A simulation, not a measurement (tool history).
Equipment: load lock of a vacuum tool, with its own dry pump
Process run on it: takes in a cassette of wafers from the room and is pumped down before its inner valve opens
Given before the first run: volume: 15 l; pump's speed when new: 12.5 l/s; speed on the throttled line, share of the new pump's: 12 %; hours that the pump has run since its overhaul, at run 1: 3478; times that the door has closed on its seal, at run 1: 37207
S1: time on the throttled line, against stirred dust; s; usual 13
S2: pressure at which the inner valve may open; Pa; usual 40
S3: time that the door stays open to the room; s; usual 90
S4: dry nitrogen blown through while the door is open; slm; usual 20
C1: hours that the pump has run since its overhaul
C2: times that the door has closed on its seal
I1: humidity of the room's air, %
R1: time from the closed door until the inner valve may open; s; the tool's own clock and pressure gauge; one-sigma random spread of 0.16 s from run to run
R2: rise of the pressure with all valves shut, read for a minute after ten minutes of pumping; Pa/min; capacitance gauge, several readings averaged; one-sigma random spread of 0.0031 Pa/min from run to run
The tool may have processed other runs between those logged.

| run | day | S1 | S2 | S3 | S4 | C1 | C2 | I1 | R1 | R2 |
|---|---|---|---|---|---|---|---|---|---|---|
| 1 | 0.000 | 13 | 40 | 90 | 20 | 3478 | 37207 | 45.3 | 21.2 | 0.415 |
| 2 | 9.088 | 13 | 40 | 90 | 20 | 3696 | 38259 | 45.2 | 21.1 | 0.430 |
|  | 9.879 | door's seal changed, seat wiped |
| 3 | 18.242 | 13 | 40 | 90 | 20 | 3914 | 967 | 44.3 | 21.1 | 0.069 |
| 4 | 31.096 | 13 | 40 | 90 | 20 | 4222 | 2455 | 46.6 | 21.3 | 0.069 |
| 5 | 42.812 | 13 | 40 | 90 | 20 | 4504 | 3812 | 45.9 | 21.3 | 0.077 |
| 6 | 53.946 | 13 | 40 | 90 | 20 | 4771 | 5100 | 43.3 | 21.4 | 0.079 |
| 7 | 65.292 | 13 | 40 | 90 | 20 | 5043 | 6413 | 45.2 | 21.4 | 0.084 |
| 8 | 76.667 | 13 | 40 | 90 | 20 | 5316 | 7730 | 46.5 | 21.4 | 0.095 |
| 9 | 89.854 | 13 | 40 | 90 | 20 | 5633 | 9256 | 41.7 | 21.6 | 0.101 |
| 10 | 100.771 | 13 | 40 | 90 | 20 | 5895 | 10520 | 45.2 | 21.4 | 0.108 |
| 11 | 111.929 | 13 | 40 | 117 | 20 | 6162 | 11811 | 46.7 | 21.3 | 0.125 |
| 12 | 119.117 | 13 | 40 | 117 | 20 | 6335 | 12643 | 42.3 | 21.7 | 0.122 |
| 13 | 131.046 | 13 | 40 | 90 | 20 | 6621 | 14024 | 45.9 | 21.6 | 0.135 |
| 14 | 142.333 | 13 | 31 | 90 | 20 | 6892 | 15331 | 46.7 | 21.9 | 0.142 |
| 15 | 153.171 | 13 | 40 | 90 | 5 | 7152 | 16585 | 44.2 | 21.6 | 0.176 |
| 16 | 162.183 | 13 | 40 | 90 | 5 | 7369 | 17628 | 44.2 | 21.7 | 0.167 |
| 17 | 174.967 | 13 | 40 | 90 | 20 | 7675 | 19107 | 47.3 | 21.8 | 0.161 |
| 18 | 184.396 | 13 | 40 | 90 | 20 | 7902 | 20199 | 45.1 | 21.6 | 0.177 |
| 19 | 191.396 | 13 | 40 | 90 | 20 | 8070 | 21010 | 45.9 | 21.5 | 0.183 |
| 20 | 201.388 | 13 | 40 | 90 | 20 | 8309 | 22166 | 44.2 | 21.7 | 0.189 |
| 21 | 208.946 | 20 | 68 | 186 | 18 | 8491 | 23041 | 46.2 | 27.1 | 0.248 |
| 22 | 220.038 | 20 | 68 | 186 | 18 | 8757 | 24324 | 46.1 | 27.3 | 0.256 |
| 23 | 229.583 | 7 | 68 | 117 | 13 | 8986 | 25429 | 47.9 | 16.1 | 0.246 |
| 24 | 236.288 | 9 | 68 | 117 | 13 | 9147 | 26205 | 45.4 | 17.6 | 0.253 |
| 25 | 243.254 | 9 | 68 | 117 | 13 | 9314 | 27012 | 48.2 | 17.8 | 0.267 |
| 26 | 250.825 | 8 | 44 | 149 | 14 | 9496 | 27888 | 46.2 | 17.6 | 0.281 |
| 27 | 263.458 | 8 | 44 | 149 | 14 | 9799 | 29350 | 43.2 | 17.4 | 0.296 |
| 28 | 274.117 | 24 | 45 | 170 | 18 | 10055 | 30584 | 44.3 | 31.5 | 0.319 |
| 29 | 284.096 | 13 | 40 | 90 | 4 | 10294 | 31739 | 44.9 | 22.1 | 0.310 |
| 30 | 295.083 | 7 | 40 | 27 | 45 | 10558 | 33011 | 41.5 | 17.1 | 0.268 |
| 31 | 301.933 | 13 | 40 | 152 | 5 | 10723 | 33804 | 45.4 | 22.0 | 0.376 |
| 32 | 308.208 | 13 | 40 | 152 | 5 | 10873 | 34530 | 43.0 | 21.9 | 0.376 |
| 33 | 314.304 | 13 | 40 | 152 | 5 | 11019 | 35235 | 44.0 | 22.0 | 0.390 |
| 34 | 321.929 | 12 | 40 | 152 | 9 | 11202 | 36118 | 43.7 | 21.4 | 0.390 |
| 35 | 328.879 | 12 | 40 | 152 | 9 | 11369 | 36923 | 44.9 | 21.1 | 0.397 |
|  | 341.325 | door's seal changed, seat wiped |
| 36 | 341.325 | 13 | 40 | 81 | 20 | 11666 | 0 | 41.9 | 22.3 | 0.056 |
| 37 | 351.412 | 11 | 40 | 81 | 6 | 11909 | 1167 | 45.2 | 20.5 | 0.089 |

3 ways to go on from here, each from the tool as it stands after run 37. What would each give?
| A | 364.392 | 8 | 40 | 90 | 20 | 12220 | 2670 | 47.0 | ? | ? |
| B | 364.392 | 13 | 40 | 70 | 20 | 12220 | 2670 | 46.7 | ? | ? |
| C | 364.392 | 13 | 56 | 34 | 6 | 12220 | 2670 | 44.7 | ? | ? |

| run | R1 | R2 |
|---|---|---|
| A | 18.0 | 0.076 |
| B | 22.1 | 0.066 |
| C | 21.8 | 0.056 |
The same runs, with their run-to-run variation unchanged, on a tool lacking any hidden condition would have given:
| run | R1 | R2 |
|---|---|---|
| A | 16.5 | 0.068 |
| B | 20.8 | 0.058 |
| C | 20.5 | 0.048 |

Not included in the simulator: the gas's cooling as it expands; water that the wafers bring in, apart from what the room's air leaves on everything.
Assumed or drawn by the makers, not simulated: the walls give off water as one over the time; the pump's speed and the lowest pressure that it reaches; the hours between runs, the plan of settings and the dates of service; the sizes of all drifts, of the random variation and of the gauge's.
